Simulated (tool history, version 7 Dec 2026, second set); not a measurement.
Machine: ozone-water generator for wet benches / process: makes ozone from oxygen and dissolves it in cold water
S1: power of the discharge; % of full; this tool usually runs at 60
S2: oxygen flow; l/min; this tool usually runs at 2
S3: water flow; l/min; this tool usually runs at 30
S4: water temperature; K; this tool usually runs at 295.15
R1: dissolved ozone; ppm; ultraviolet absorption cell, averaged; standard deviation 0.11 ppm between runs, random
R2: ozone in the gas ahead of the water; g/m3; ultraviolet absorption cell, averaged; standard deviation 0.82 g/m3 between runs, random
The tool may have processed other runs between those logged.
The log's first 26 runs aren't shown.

{"run": 27, "hour": 3422.4, "S1": 66, "S2": 2.55, "S3": 46, "S4": 291.15, "R1": 4, "R2": 111.5}
{"run": 28, "hour": 3562.5, "S1": 66, "S2": 2.86, "S3": 46, "S4": 294.15, "R1": 3.9, "R2": 101.2}
{"run": 29, "hour": 3686.5, "S1": 60, "S2": 3.54, "S3": 30, "S4": 288.15, "R1": 5.9, "R2": 80.3}
{"run": 30, "hour": 3794.3, "S1": 60, "S2": 3.54, "S3": 30, "S4": 288.15, "R1": 5.9, "R2": 79.9}
{"run": 31, "hour": 3892.1, "S1": 60, "S2": 2, "S3": 33, "S4": 295.15, "R1": 5, "R2": 119.3}
{"run": 32, "hour": 4035.2, "S1": 50, "S2": 2, "S3": 38, "S4": 295.15, "R1": 3.6, "R2": 102.9}
{"run": 33, "hour": 4187.4, "S1": 62, "S2": 2.65, "S3": 30, "S4": 295.15, "R1": 5.7, "R2": 99.5}
{"run": 34, "hour": 4347.1, "S1": 62, "S2": 2.65, "S3": 30, "S4": 295.15, "R1": 5.5, "R2": 99.8}

What if the next run were any one of these 3? Each begins from the tool's condition after run 34:
{"run": "A", "hour": 4462.9, "S1": 57, "S2": 2.26, "S3": 30, "S4": 295.15, "R1": "?", "R2": "?"}
{"run": "B", "hour": 4462.9, "S1": 60, "S2": 1.1, "S3": 35, "S4": 294.15, "R1": "?", "R2": "?"}
{"run": "C", "hour": 4462.9, "S1": 46, "S2": 2.93, "S3": 30, "S4": 291.15, "R1": "?", "R2": "?"}

run=A R1=5.3 R2=104.5
run=B R1=4.1 R2=180.1
run=C R1=4.6 R2=73.6
What these runs would have given with no unlogged condition in the tool:
run=A R1=5.9 R2=113.3
run=B R1=4.6 R2=196
run=C R1=5 R2=78.3
